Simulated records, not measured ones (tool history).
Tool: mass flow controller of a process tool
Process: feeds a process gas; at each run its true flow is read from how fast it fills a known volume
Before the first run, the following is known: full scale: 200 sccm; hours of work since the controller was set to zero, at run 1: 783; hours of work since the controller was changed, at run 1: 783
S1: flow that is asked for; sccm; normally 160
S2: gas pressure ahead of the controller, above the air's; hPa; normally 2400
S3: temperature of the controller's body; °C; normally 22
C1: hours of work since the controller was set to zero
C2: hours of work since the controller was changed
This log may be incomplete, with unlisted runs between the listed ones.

{"run": 1, "hour": 0.0, "S1": 160, "S2": 2400, "S3": 22, "C1": 783, "C2": 783, "true flow (%)": 99.92}
{"run": 2, "hour": 53.8, "S1": 160, "S2": 2400, "S3": 22, "C1": 818, "C2": 818, "true flow (%)": 99.84}
{"run": 3, "hour": 126.0, "S1": 160, "S2": 2630, "S3": 22, "C1": 864, "C2": 864, "true flow (%)": 99.89}
{"run": 4, "hour": 199.9, "S1": 177, "S2": 2400, "S3": 22, "C1": 912, "C2": 912, "true flow (%)": 100.13}
{"run": 5, "hour": 291.3, "S1": 160, "S2": 2400, "S3": 22, "C1": 972, "C2": 972, "true flow (%)": 99.86}
{"run": 6, "hour": 393.0, "S1": 160, "S2": 2400, "S3": 22, "C1": 1038, "C2": 1038, "true flow (%)": 99.96}
{"run": 7, "hour": 495.3, "S1": 160, "S2": 2400, "S3": 22, "C1": 1104, "C2": 1104, "true flow (%)": 100.05}
{"run": 8, "hour": 558.6, "S1": 160, "S2": 1490, "S3": 22, "C1": 1145, "C2": 1145, "true flow (%)": 99.84}
{"run": 9, "hour": 632.3, "S1": 160, "S2": 2400, "S3": 22, "C1": 1193, "C2": 1193, "true flow (%)": 100.16}
{"run": 10, "hour": 728.8, "S1": 160, "S2": 2400, "S3": 22, "C1": 1255, "C2": 1255, "true flow (%)": 100.17}
{"run": 11, "hour": 804.9, "S1": 160, "S2": 2400, "S3": 22, "C1": 1305, "C2": 1305, "true flow (%)": 100.11}
{"run": 12, "hour": 898.1, "S1": 29, "S2": 1530, "S3": 22, "C1": 1365, "C2": 1365, "true flow (%)": 100.03}
{"run": 13, "hour": 981.9, "S1": 27, "S2": 2400, "S3": 23, "C1": 1419, "C2": 1419, "true flow (%)": 100.48}
{"run": 14, "hour": 1034.3, "S1": 160, "S2": 1510, "S3": 23, "C1": 1453, "C2": 1453, "true flow (%)": 100.07}

Predict the results of run 15:
{"run": 15, "hour": 1135.9, "S1": 160, "S2": 1510, "S3": 23, "C1": 1519, "C2": 1519, "true flow (%)": "?"}

true flow (%): 100.22
Were there no unlogged condition in the tool, this run, its random variation unchanged, would have produced true flow (%) 99.42.
